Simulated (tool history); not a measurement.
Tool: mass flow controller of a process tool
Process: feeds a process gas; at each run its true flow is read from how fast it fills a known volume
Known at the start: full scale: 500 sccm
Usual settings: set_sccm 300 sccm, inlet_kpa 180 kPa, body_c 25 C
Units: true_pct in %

Run 1, day 0.000: usual settings. Result: true_pct 99.87 %.
Run 2, day 2.325: usual settings. Result: true_pct 99.96 %.
Run 3, day 4.512: usual settings. Result: true_pct 99.74 %.
Run 4, day 6.400: usual settings. Result: true_pct 99.90 %.
Run 5, day 8.962: usual settings. Result: true_pct 99.90 %.
Run 6, day 12.908: usual settings. Result: true_pct 99.91 %.
Run 7, day 16.562: usual settings. Result: true_pct 99.93 %.
Run 8, day 18.733: usual settings. Result: true_pct 100.07 %.
Run 9, day 21.921: usual settings but set_sccm 78 sccm. Result: true_pct 100.50 %.
Run 10, day 24.183: usual settings. Result: true_pct 100.10 %.
Run 11, day 28.238: usual settings but body_c 23 C. Result: true_pct 99.99 %.
Run 12, day 30.050: usual settings but body_c 32 C. Result: true_pct 100.34 %.
Run 13, day 32.542: usual settings but body_c 32 C. Result: true_pct 100.37 %.
Run 14, day 35.967: usual settings but body_c 32 C. Result: true_pct 100.29 %.
Run 15, day 39.729: usual settings but body_c 32 C. Result: true_pct 100.36 %.
Run 16, day 41.912: usual settings but set_sccm 61 sccm, body_c 23 C. Result: true_pct 101.61 %.
Run 17, day 44.158: usual settings but set_sccm 61 sccm, body_c 23 C. Result: true_pct 101.71 %.
Run 18, day 48.446: usual settings but set_sccm 61 sccm, body_c 23 C. Result: true_pct 101.70 %.
Run 19, day 52.017: usual settings but set_sccm 101 sccm, inlet_kpa 153 kPa, body_c 23 C. Result: true_pct 100.39 %.
Run 20, day 55.225: usual settings but set_sccm 101 sccm, inlet_kpa 153 kPa, body_c 23 C. Result: true_pct 100.49 %.
Run 21, day 58.842: usual settings but set_sccm 131 sccm, inlet_kpa 184 kPa, body_c 38 C. Result: true_pct 100.78 %.
Run 22, day 61.888: usual settings but set_sccm 131 sccm, inlet_kpa 184 kPa, body_c 38 C. Result: true_pct 100.62 %.
Run 23, day 63.633: usual settings but set_sccm 313 sccm, inlet_kpa 265 kPa, body_c 28 C. Result: true_pct 101.18 %.
Run 24, day 66.762: usual settings but set_sccm 73 sccm, inlet_kpa 163 kPa, body_c 28 C. Result: true_pct 101.68 %.
Run 25, day 69.688: usual settings but set_sccm 68 sccm, inlet_kpa 163 kPa, body_c 28 C. Result: true_pct 101.81 %.
Run 26, day 72.988: usual settings but set_sccm 68 sccm, inlet_kpa 163 kPa, body_c 38 C. Result: true_pct 102.20 %.
Run 27, day 74.788: usual settings but set_sccm 152 sccm, inlet_kpa 163 kPa, body_c 38 C. Result: true_pct 100.69 %.
Run 28, day 77.054: usual settings but set_sccm 152 sccm, inlet_kpa 163 kPa, body_c 38 C. Result: true_pct 100.64 %.
Run 29, day 79.917: usual settings but set_sccm 152 sccm, inlet_kpa 163 kPa, body_c 38 C. Result: true_pct 100.59 %.

Forecast each of these 5 alternatives for the next run:
Run A, day 82.342: usual settings but set_sccm 51 sccm, inlet_kpa 158 kPa, body_c 37 C. Result: true_pct ?.
Run B, day 82.342: usual settings but set_sccm 152 sccm, inlet_kpa 221 kPa, body_c 21 C. Result: true_pct ?.
Run C, day 82.342: usual settings but set_sccm 137 sccm, inlet_kpa 163 kPa, body_c 38 C. Result: true_pct ?.
Run D, day 82.342: usual settings but set_sccm 165 sccm, inlet_kpa 229 kPa, body_c 28 C. Result: true_pct ?.
Run E, day 82.342: usual settings but set_sccm 62 sccm, inlet_kpa 163 kPa, body_c 38 C. Result: true_pct ?.

run  true_pct
  A    103.67
  B    100.68
  C    100.94
  D    101.02
  E    102.84
Without the tool's hidden state the same runs would have given:
run  true_pct
  A     97.16
  B     97.74
  C     97.79
  D     98.21
  E     97.29
